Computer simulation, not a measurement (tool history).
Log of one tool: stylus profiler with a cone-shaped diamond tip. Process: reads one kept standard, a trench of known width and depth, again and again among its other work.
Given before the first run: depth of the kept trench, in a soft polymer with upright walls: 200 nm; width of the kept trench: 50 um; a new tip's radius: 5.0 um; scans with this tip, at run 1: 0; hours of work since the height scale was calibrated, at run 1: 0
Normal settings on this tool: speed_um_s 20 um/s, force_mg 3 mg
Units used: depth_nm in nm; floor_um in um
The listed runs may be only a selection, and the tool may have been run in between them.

run	hour	speed_um_s	force_mg	scans with this tip	hours of work since the height scale was calibrated	depth_nm	floor_um
1	0	20	3	0	0	202.76	47.16
2	57	20	3	402	31	202.81	47.03
3	125.6	20	3.3	885	69	202.95	46.85
4	163.2	20	3.3	1149	90	202.99	46.83
5	210.3	20	3.3	1481	116	202.99	46.72
6	273.5	20	3.3	1925	151	203.04	46.54
7	351.4	29	2.26	2474	194	202.46	46.37
8	420.8	64	3	2962	232	202.88	46.14
9	486.9	44	7.87	3428	268	205.28	46.2
10	549.7	17	3.91	3870	303	203.46	46.05
11	604.3	8	5.18	4254	333	204.13	46.02
12	659.7	29	8.5	4645	363	205.7	45.9

Each row is a separate what-if for the run after 12, all from the same tool condition, not one after another. Results?
A	702.8	6	1.92	4948	387	?	?
B	702.8	36	1.24	4948	387	?	?
C	702.8	29	1.34	4948	387	?	?
D	702.8	7	3.5	4948	387	?	?

run	depth_nm	floor_um
A	202.34	45.79
B	201.82	45.68
C	201.93	45.73
D	203.29	45.87
Stripped of hidden state, with their random variation kept, the same runs would have yielded:
run	depth_nm	floor_um
A	202.03	47.12
B	201.51	47.01
C	201.62	47.06
D	202.97	47.2
